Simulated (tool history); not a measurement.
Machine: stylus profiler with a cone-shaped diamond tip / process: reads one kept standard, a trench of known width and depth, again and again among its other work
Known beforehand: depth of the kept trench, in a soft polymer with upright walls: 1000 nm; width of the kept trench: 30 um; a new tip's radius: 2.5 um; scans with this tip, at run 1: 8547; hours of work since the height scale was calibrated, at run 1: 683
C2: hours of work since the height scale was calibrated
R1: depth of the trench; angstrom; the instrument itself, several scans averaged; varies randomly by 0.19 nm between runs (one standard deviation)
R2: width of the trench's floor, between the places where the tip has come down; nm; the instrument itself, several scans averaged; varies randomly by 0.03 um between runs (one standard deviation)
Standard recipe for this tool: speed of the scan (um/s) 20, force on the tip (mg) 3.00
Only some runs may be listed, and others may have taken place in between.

Run 1, hour 0.0: usual settings; scans with this tip 8547; C2 683. Result: R1 10108.0 angstrom, R2 23950 nm.
Run 2, hour 24.0: usual settings but force on the tip (mg) 8.84; scans with this tip 8749; C2 699. Result: R1 10225.0 angstrom, R2 23910 nm.
Run 3, hour 56.2: usual settings but speed of the scan (um/s) 37, force on the tip (mg) 8.84; scans with this tip 9021; C2 721. Result: R1 10223.9 angstrom, R2 23840 nm.
Run 4, hour 74.6: usual settings but speed of the scan (um/s) 37, force on the tip (mg) 8.84; scans with this tip 9176; C2 733. Result: R1 10226.7 angstrom, R2 23870 nm.
Run 5, hour 99.6: usual settings but speed of the scan (um/s) 37, force on the tip (mg) 8.84; scans with this tip 9386; C2 750. Result: R1 10225.5 angstrom, R2 23780 nm.
Run 6, hour 129.8: usual settings but force on the tip (mg) 2.19; scans with this tip 9640; C2 770. Result: R1 10095.2 angstrom, R2 23720 nm.
Run 7, hour 165.5: usual settings; scans with this tip 9942; C2 794. Result: R1 10117.3 angstrom, R2 23660 nm.
Run 8, hour 194.0: usual settings; scans with this tip 10182; C2 814. Result: R1 10118.9 angstrom, R2 23640 nm.
Run 9, hour 226.2: usual settings; scans with this tip 10453; C2 835. Result: R1 10116.6 angstrom, R2 23680 nm.
Run 10, hour 252.8: usual settings; scans with this tip 10677; C2 853. Result: R1 10114.6 angstrom, R2 23590 nm.
Run 11, hour 288.8: usual settings; scans with this tip 10980; C2 877. Result: R1 10114.4 angstrom, R2 23460 nm.
Run 12, hour 313.7: usual settings but force on the tip (mg) 1.18; scans with this tip 11190; C2 894. Result: R1 10063.5 angstrom, R2 23460 nm.
Run 13, hour 340.8: usual settings but force on the tip (mg) 1.18; scans with this tip 11418; C2 912. Result: R1 10065.5 angstrom, R2 23370 nm.
Run 14, hour 377.0: usual settings but force on the tip (mg) 1.18; scans with this tip 11724; C2 937. Result: R1 10066.5 angstrom, R2 23320 nm.
Run 15, hour 400.5: usual settings; scans with this tip 11921; C2 953. Result: R1 10116.9 angstrom, R2 23350 nm.
Run 16, hour 421.5: usual settings; scans with this tip 12098; C2 967. Result: R1 10114.0 angstrom, R2 23350 nm.
At hour 434.2: new tip fitted, height scale calibrated.
Run 17, hour 453.2: usual settings but speed of the scan (um/s) 17; scans with this tip 160; C2 13. Result: R1 10102.3 angstrom, R2 25860 nm.
Run 18, hour 483.0: usual settings but speed of the scan (um/s) 17; scans with this tip 412; C2 33. Result: R1 10106.8 angstrom, R2 25780 nm.
Run 19, hour 516.7: usual settings but speed of the scan (um/s) 17; scans with this tip 695; C2 56. Result: R1 10109.4 angstrom, R2 25760 nm.
Run 20, hour 547.3: usual settings but speed of the scan (um/s) 23, force on the tip (mg) 1.82; scans with this tip 953; C2 76. Result: R1 10075.6 angstrom, R2 25570 nm.
Run 21, hour 579.1: usual settings but speed of the scan (um/s) 5; scans with this tip 1221; C2 98. Result: R1 10105.2 angstrom, R2 25550 nm.
Run 22, hour 604.7: usual settings but speed of the scan (um/s) 5; scans with this tip 1437; C2 115. Result: R1 10107.8 angstrom, R2 25500 nm.
Run 23, hour 628.3: usual settings but speed of the scan (um/s) 18, force on the tip (mg) 1.06; scans with this tip 1636; C2 131. Result: R1 10055.5 angstrom, R2 25420 nm.
Run 24, hour 664.0: usual settings but speed of the scan (um/s) 18, force on the tip (mg) 1.06; scans with this tip 1936; C2 155. Result: R1 10053.9 angstrom, R2 25310 nm.
Run 25, hour 697.1: usual settings but force on the tip (mg) 1.01; scans with this tip 2215; C2 177. Result: R1 10054.1 angstrom, R2 25280 nm.
Run 26, hour 713.3: usual settings but speed of the scan (um/s) 30, force on the tip (mg) 5.31; scans with this tip 2352; C2 188. Result: R1 10157.8 angstrom, R2 25280 nm.
At hour 716.9: height scale calibrated on a step standard.
Run 27, hour 747.3: usual settings but speed of the scan (um/s) 49, force on the tip (mg) 8.69; scans with this tip 2634; C2 20. Result: R1 10222.7 angstrom, R2 25230 nm.
Run 28, hour 766.5: usual settings but speed of the scan (um/s) 49, force on the tip (mg) 2.73; scans with this tip 2795; C2 33. Result: R1 10103.9 angstrom, R2 25070 nm.
Run 29, hour 797.4: usual settings but speed of the scan (um/s) 5, force on the tip (mg) 2.29; scans with this tip 3056; C2 54. Result: R1 10088.5 angstrom, R2 25170 nm.
Run 30, hour 817.7: usual settings but speed of the scan (um/s) 52, force on the tip (mg) 5.96; scans with this tip 3227; C2 68. Result: R1 10172.5 angstrom, R2 25030 nm.
At hour 833.2: height scale calibrated on a step standard, once more.
Run 31, hour 836.5: usual settings but speed of the scan (um/s) 52, force on the tip (mg) 5.96; scans with this tip 3381; C2 2. Result: R1 10164.3 angstrom, R2 24990 nm.
Run 32, hour 865.5: usual settings but speed of the scan (um/s) 61, force on the tip (mg) 6.79; scans with this tip 3625; C2 22. Result: R1 10185.6 angstrom, R2 24910 nm.
Run 33, hour 904.7: usual settings but speed of the scan (um/s) 61, force on the tip (mg) 6.79; scans with this tip 3956; C2 48. Result: R1 10178.7 angstrom, R2 24820 nm.
Run 34, hour 925.6: usual settings but speed of the scan (um/s) 61, force on the tip (mg) 6.79; scans with this tip 4132; C2 62. Result: R1 10184.3 angstrom, R2 24770 nm.
Run 35, hour 947.8: usual settings but speed of the scan (um/s) 13, force on the tip (mg) 5.57; scans with this tip 4319; C2 77. Result: R1 10159.3 angstrom, R2 24870 nm.
Run 36, hour 975.1: usual settings but speed of the scan (um/s) 57, force on the tip (mg) 1.13; scans with this tip 4549; C2 96. Result: R1 10053.2 angstrom, R2 24610 nm.
Run 37, hour 1009.0: usual settings but speed of the scan (um/s) 15, force on the tip (mg) 3.03; scans with this tip 4834; C2 118. Result: R1 10104.1 angstrom, R2 24720 nm.

Each row is a separate what-if for the run after 37, all from the same tool condition, not one after another. Results?
Run A, hour 1033.9: usual settings but speed of the scan (um/s) 5, force on the tip (mg) 2.71; scans with this tip 5044; C2 135. Result: R1 ?, R2 ?.
Run B, hour 1033.9: usual settings but speed of the scan (um/s) 15, force on the tip (mg) 8.66; scans with this tip 5044; C2 135. Result: R1 ?, R2 ?.
Run C, hour 1033.9: usual settings but speed of the scan (um/s) 27; scans with this tip 5044; C2 135. Result: R1 ?, R2 ?.
Run D, hour 1033.9: usual settings but speed of the scan (um/s) 15; scans with this tip 5044; C2 135. Result: R1 ?, R2 ?.
Run E, hour 1033.9: usual settings but force on the tip (mg) 1.16; scans with this tip 5044; C2 135. Result: R1 ?, R2 ?.

run       R1     R2
  A  10098.4  24680
  B  10215.2  24650
  C  10107.4  24620
  D  10102.4  24650
  E  10057.1  24620
Without the tool's unlogged condition, the same runs would have read:
run       R1     R2
  A  10097.8  26010
  B  10214.5  25980
  C  10106.8  25950
  D  10101.8  25980
  E  10056.4  25950

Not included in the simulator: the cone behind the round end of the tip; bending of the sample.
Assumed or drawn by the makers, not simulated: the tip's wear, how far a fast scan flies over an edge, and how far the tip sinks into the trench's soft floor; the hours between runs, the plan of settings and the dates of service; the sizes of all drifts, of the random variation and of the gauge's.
